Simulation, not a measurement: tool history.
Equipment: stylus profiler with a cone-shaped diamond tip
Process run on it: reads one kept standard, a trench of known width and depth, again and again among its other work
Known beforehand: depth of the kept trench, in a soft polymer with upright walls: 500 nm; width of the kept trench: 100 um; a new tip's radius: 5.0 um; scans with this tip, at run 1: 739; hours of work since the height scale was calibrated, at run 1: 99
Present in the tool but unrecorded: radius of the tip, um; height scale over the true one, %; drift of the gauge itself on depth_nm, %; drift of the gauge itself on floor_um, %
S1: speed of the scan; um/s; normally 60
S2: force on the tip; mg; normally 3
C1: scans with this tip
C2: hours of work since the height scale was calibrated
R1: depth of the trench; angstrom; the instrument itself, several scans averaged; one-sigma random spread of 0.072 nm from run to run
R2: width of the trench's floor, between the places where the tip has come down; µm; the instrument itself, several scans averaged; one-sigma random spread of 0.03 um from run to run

run    hour   S1    S2    C1   C2      R1     R2
  1       0   60     3   739   99  5073.4  95.26
  2    35.3   60     3   897  120  5074.4   95.3
  3   100.4   60   3.8  1189  160  5088.2  95.31
  4   129.5   23     3  1319  177  5074.5  95.33
  5     159   23     3  1451  195  5074.2  95.36
  6   218.2   23     3  1716  231  5072.8   95.3
  7   271.2   60     3  1954  262  5072.7  95.25
  8   331.3   60     3  2223  299  5073.3  95.17
  9   375.2   60     3  2419  325  5072.5  95.14
 10   424.3   60     3  2639  355  5070.9  95.15
 11     473   60     3  2857  384  5072.5   95.1
 12     520   60     3  3068  412    5070  95.05
 13   556.1   60     3  3229  434  5070.7  95.06
 14   615.2   60     3  3494  469  5071.1  94.98
 15   645.6   60  6.26  3630  488  5119.6  95.08
 16   679.5   51     3  3782  508  5069.8  95.03
 17   710.3   51     3  3920  527  5069.3     95
 18   769.3   51     3  4184  562  5069.1  94.97
 19   812.9   49     3  4379  588  5068.2  94.99
 20   867.4   49     3  4623  621    5068  94.95
 21   929.8   49     3  4903  659  5066.9  94.92
 22   972.8   49     3  5095  685  5066.7  94.92
 23  1010.3   49     3  5263  707    5068  94.88
 24  1042.4   49     3  5407  726  5065.1  94.84
 25  1077.9   47  1.05  5566  748  5026.9  94.82
 26  1147.2   91  3.46  5876  790    5073  94.75
 27  1211.1  113  6.55  6162  828    5120  94.73
     1220.4  -- height scale calibrated on a step standard
 28    1268  113  6.55  6415   29    5131  94.72
 29  1299.2  129  1.09  6555   47  5040.2  94.29
 30    1331   92  3.97  6697   67  5093.9  94.68
 31    1361   60  1.48  6831   85  5047.9  94.66
 32  1405.3  204  1.48  7030  111    5048  94.07
 33  1434.6  204  1.48  7161  129  5047.3  93.99
 34    1482  204  1.48  7373  157  5047.1     94
 35  1527.5  204  1.48  7577  185    5047  93.92
 36  1570.3  123  3.59  7769  211  5085.6   94.5
 37  1635.3  123  3.59  8060  250    5085  94.46
 38  1667.5  123  3.59  8204  269  5083.6  94.49
 39    1731   49  2.59  8488  307  5067.1   94.6
 40  1793.7   49  2.59  8769  345  5066.5   94.6
 41  1830.9  127  2.18  8936  367  5057.7  94.26
 42  1861.7  199   1.7  9073  386  5047.6  93.94
 43  1904.9   16     3  9267  412    5072  94.58
 44  1935.4   19  3.76  9404  430  5083.7  94.65
 45  1987.1  150     3  9635  461    5071  94.18
 46    2050  115  7.97  9917  499  5144.3  94.38

Some steps in R1 between neighbouring runs. How much of each would the tool show without its hidden state too (settings, what came in, random variation), and how much is left for the hidden state, with any gauge scatter that isn't in both results?
Run 2 -> 3: S2 3 -> 3.8. R1 +13.8 angstrom: hidden state -0.6, all else +14.4.
Run 26 -> 27: S1 91 -> 113, S2 3.46 -> 6.55. R1 +47 angstrom: hidden state -0.7, all else +47.7.
Run 27 -> 28: height scale calibrated on a step standard. R1 +11 angstrom: hidden state +12.9, all else -1.9.
Run 28 -> 29: S1 113 -> 129, S2 6.55 -> 1.09. R1 -90.8 angstrom: hidden state -0.2, all else -90.6.
Run 29 -> 30: S1 129 -> 92, S2 1.09 -> 3.97. R1 +53.7 angstrom: hidden state -0.3, all else +54.
Run 45 -> 46: S1 150 -> 115, S2 3 -> 7.97. R1 +73.3 angstrom: hidden state -0.5, all else +73.8.

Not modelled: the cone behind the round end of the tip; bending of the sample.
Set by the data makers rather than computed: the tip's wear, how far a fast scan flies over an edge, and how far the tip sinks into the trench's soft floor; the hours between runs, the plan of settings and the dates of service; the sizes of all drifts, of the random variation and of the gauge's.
